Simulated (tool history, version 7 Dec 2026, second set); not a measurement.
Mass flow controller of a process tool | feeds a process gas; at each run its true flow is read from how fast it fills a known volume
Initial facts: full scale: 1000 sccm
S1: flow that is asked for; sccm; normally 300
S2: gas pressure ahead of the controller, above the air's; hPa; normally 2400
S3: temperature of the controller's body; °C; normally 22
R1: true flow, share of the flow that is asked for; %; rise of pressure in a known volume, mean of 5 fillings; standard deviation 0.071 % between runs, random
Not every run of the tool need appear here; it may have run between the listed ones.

run 1 hour=0 | S1=300 S2=2400 S3=22 | R1=99.55
run 2 hour=242.9 | S1=275 S2=2400 S3=22 | R1=99.52
run 3 hour=519 | S1=300 S2=2400 S3=22 | R1=99.69
run 4 hour=684.3 | S1=300 S2=2400 S3=22 | R1=99.64
run 5 hour=863.2 | S1=300 S2=2400 S3=22 | R1=99.61
run 6 hour=982.5 | S1=300 S2=2400 S3=30 | R1=100.01
run 7 hour=1135.1 | S1=247 S2=2400 S3=22 | R1=99.8
run 8 hour=1303.2 | S1=247 S2=2400 S3=22 | R1=99.92
run 9 hour=1556.7 | S1=247 S2=2400 S3=22 | R1=99.77
run 10 hour=1754 | S1=247 S2=2400 S3=22 | R1=99.88
run 11 hour=2018.7 | S1=300 S2=2400 S3=30 | R1=100.22
run 12 hour=2221.9 | S1=300 S2=2150 S3=22 | R1=100.05
-- hour=2363.7 controller's zero set anew
run 13 hour=2376.7 | S1=342 S2=2150 S3=22 | R1=99.95
run 14 hour=2604 | S1=342 S2=2150 S3=22 | R1=100.13
run 15 hour=2868.5 | S1=300 S2=2400 S3=35 | R1=100.8
run 16 hour=3038.7 | S1=300 S2=2400 S3=35 | R1=100.88
run 17 hour=3227.1 | S1=596 S2=2400 S3=22 | R1=100.61
run 18 hour=3474 | S1=596 S2=2400 S3=22 | R1=100.78
run 19 hour=3724.4 | S1=300 S2=2020 S3=22 | R1=100.2
run 20 hour=3845.1 | S1=300 S2=2400 S3=22 | R1=100.52
run 21 hour=3989.5 | S1=300 S2=2400 S3=22 | R1=100.65
run 22 hour=4171 | S1=300 S2=1420 S3=22 | R1=99.96
run 23 hour=4383.7 | S1=300 S2=1420 S3=22 | R1=99.93
run 24 hour=4554.6 | S1=241 S2=1870 S3=22 | R1=100.36
run 25 hour=4816.9 | S1=300 S2=1830 S3=22 | R1=100.45
run 26 hour=5078.3 | S1=136 S2=2390 S3=22 | R1=100.76
run 27 hour=5322.2 | S1=136 S2=2390 S3=31 | R1=100.88
run 28 hour=5437.2 | S1=155 S2=2390 S3=38 | R1=101.39
-- hour=5669.4 controller exchanged for a calibrated one
run 29 hour=5682.1 | S1=580 S2=2230 S3=31 | R1=101.51
run 30 hour=5843 | S1=122 S2=2400 S3=22 | R1=100.83
run 31 hour=6113.9 | S1=561 S2=2280 S3=37 | R1=101.8
run 32 hour=6299.6 | S1=142 S2=1410 S3=22 | R1=100.44
run 33 hour=6486.3 | S1=142 S2=1410 S3=22 | R1=100.49
run 34 hour=6705.6 | S1=142 S2=1410 S3=22 | R1=100.57
run 35 hour=6910.6 | S1=300 S2=2540 S3=39 | R1=102.06
run 36 hour=7134.7 | S1=135 S2=2570 S3=27 | R1=101.57
run 37 hour=7302.5 | S1=125 S2=1590 S3=22 | R1=100.7
run 38 hour=7536.3 | S1=136 S2=2730 S3=38 | R1=102.19
run 39 hour=7763.9 | S1=300 S2=2480 S3=26 | R1=101.75
run 40 hour=8019.8 | S1=300 S2=2480 S3=26 | R1=101.84
-- hour=8087.4 gauge calibrated
run 41 hour=8157.3 | S1=300 S2=2480 S3=26 | R1=99.58
run 42 hour=8324 | S1=387 S2=2040 S3=32 | R1=99.75
run 43 hour=8460.1 | S1=387 S2=2040 S3=32 | R1=99.72
run 44 hour=8656.6 | S1=387 S2=2040 S3=32 | R1=99.87

Each row is a separate what-if for the run after 44, all from the same tool condition, not one after another. Results?
run A hour=8912.5 | S1=387 S2=2040 S3=36 | R1=?
run B hour=8912.5 | S1=172 S2=1460 S3=24 | R1=?
run C hour=8912.5 | S1=387 S2=2040 S3=22 | R1=?

run=A R1=99.98
run=B R1=99.11
run=C R1=99.58
With the hidden condition removed and each run's random variation left untouched, the same runs would have given:
run=A R1=99.76
run=B R1=98.89
run=C R1=99.36
